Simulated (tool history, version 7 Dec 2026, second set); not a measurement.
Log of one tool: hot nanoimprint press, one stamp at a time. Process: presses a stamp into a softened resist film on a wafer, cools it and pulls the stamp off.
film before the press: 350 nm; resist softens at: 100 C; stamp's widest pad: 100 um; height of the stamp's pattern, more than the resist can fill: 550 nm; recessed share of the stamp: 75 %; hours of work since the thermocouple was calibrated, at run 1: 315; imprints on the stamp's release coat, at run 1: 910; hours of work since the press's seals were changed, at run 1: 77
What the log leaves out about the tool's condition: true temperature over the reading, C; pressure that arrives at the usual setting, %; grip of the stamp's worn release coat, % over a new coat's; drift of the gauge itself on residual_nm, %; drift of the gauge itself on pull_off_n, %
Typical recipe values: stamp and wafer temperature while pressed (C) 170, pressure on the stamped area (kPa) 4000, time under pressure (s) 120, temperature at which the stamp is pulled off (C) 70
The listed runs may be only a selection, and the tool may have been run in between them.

| run | hour | stamp and wafer temperature while pressed (C) | pressure on the stamped area (kPa) | time under pressure (s) | temperature at which the stamp is pulled off (C) | hours of work since the thermocouple was calibrated | imprints on the stamp's release coat | hours of work since the press's seals were changed | resist left under the stamp's widest pad (Å) | greatest force while the stamp is pulled off (N) |
|---|---|---|---|---|---|---|---|---|---|---|
| 1 | 0 | 170 | 4000 | 120 | 70 | 315 | 910 | 77 | 1842 | 194 |
| 2 | 9.1 | 170 | 4000 | 61 | 70 | 320 | 931 | 83 | 2217 | 194 |
| 3 | 13.6 | 170 | 4000 | 61 | 70 | 323 | 941 | 85 | 2235 | 193 |
| 4 | 23.1 | 170 | 4000 | 61 | 70 | 329 | 963 | 91 | 2257 | 188 |
| 5 | 30.8 | 170 | 4000 | 61 | 70 | 333 | 981 | 96 | 2215 | 200 |
| 6 | 36.3 | 170 | 4000 | 120 | 70 | 337 | 994 | 99 | 1819 | 188 |
| 7 | 46.7 | 170 | 4000 | 120 | 70 | 343 | 1018 | 106 | 1802 | 191 |
| 8 | 53.1 | 170 | 4000 | 120 | 70 | 347 | 1033 | 110 | 1799 | 194 |
| 9 | 60.1 | 170 | 4000 | 120 | 70 | 351 | 1049 | 114 | 1804 | 191 |
| 10 | 66 | 170 | 4000 | 120 | 70 | 355 | 1063 | 117 | 1809 | 194 |
| 11 | 70.2 | 170 | 4000 | 120 | 70 | 357 | 1073 | 120 | 1794 | 193 |
| 12 | 79.5 | 170 | 4000 | 120 | 70 | 363 | 1094 | 126 | 1803 | 198 |
| 13 | 88.9 | 170 | 4000 | 120 | 70 | 369 | 1116 | 131 | 1810 | 198 |
| 14 | 96.1 | 170 | 4000 | 120 | 70 | 373 | 1133 | 136 | 1780 | 194 |
| 15 | 105.9 | 162 | 5180 | 120 | 58 | 379 | 1156 | 142 | 2134 | 261 |
| 16 | 111.7 | 180 | 2480 | 83 | 68 | 383 | 1169 | 145 | 1783 | 206 |
|  | 117 | plate thermocouple calibrated |
| 17 | 121.1 | 181 | 2480 | 83 | 71 | 2 | 1184 | 149 | 1726 | 193 |
| 18 | 128.3 | 171 | 4000 | 120 | 70 | 7 | 1201 | 154 | 1721 | 194 |
| 19 | 137.1 | 171 | 4000 | 120 | 70 | 12 | 1221 | 159 | 1724 | 193 |
| 20 | 147 | 170 | 4000 | 120 | 57 | 18 | 1244 | 165 | 1793 | 263 |
| 21 | 157.3 | 170 | 6000 | 165 | 57 | 25 | 1268 | 171 | 1294 | 275 |
| 22 | 162.5 | 170 | 2650 | 165 | 71 | 28 | 1280 | 174 | 1894 | 190 |
| 23 | 169.2 | 177 | 4220 | 156 | 70 | 32 | 1296 | 179 | 1204 | 200 |
|  | 173.2 | gauge calibrated |
| 24 | 176.8 | 177 | 4220 | 156 | 70 | 36 | 1313 | 183 | 1235 | 202 |
| 25 | 182.2 | 170 | 4000 | 83 | 72 | 40 | 1326 | 187 | 2066 | 190 |
| 26 | 187.4 | 168 | 2540 | 194 | 72 | 43 | 1338 | 190 | 2013 | 187 |
| 27 | 195.6 | 180 | 4000 | 120 | 70 | 48 | 1357 | 195 | 1244 | 198 |

Hidden state or all else? Some run-to-run changes of resist left under the stamp's widest pad (Å), split into what the settings, what came in and random variation would give without the hidden state, and what is left for the hidden state (with any gauge scatter that isn't in both results):
Run 21 -> 22: pressure on the stamped area (kPa) 6000 -> 2650, temperature at which the stamp is pulled off (C) 57 -> 71. resist left under the stamp's widest pad (Å) +600: hidden state -20, all else +620.
Run 23 -> 24: gauge calibrated. resist left under the stamp's widest pad (Å) +31: hidden state +35, all else -4.
Run 24 -> 25: stamp and wafer temperature while pressed (C) 177 -> 170, pressure on the stamped area (kPa) 4220 -> 4000, time under pressure (s) 156 -> 83, temperature at which the stamp is pulled off (C) 70 -> 72. resist left under the stamp's widest pad (Å) +831: hidden state -2, all else +833.
Run 26 -> 27: stamp and wafer temperature while pressed (C) 168 -> 180, pressure on the stamped area (kPa) 2540 -> 4000, time under pressure (s) 194 -> 120, temperature at which the stamp is pulled off (C) 72 -> 70. resist left under the stamp's widest pad (Å) -769: hidden state +1, all else -770.

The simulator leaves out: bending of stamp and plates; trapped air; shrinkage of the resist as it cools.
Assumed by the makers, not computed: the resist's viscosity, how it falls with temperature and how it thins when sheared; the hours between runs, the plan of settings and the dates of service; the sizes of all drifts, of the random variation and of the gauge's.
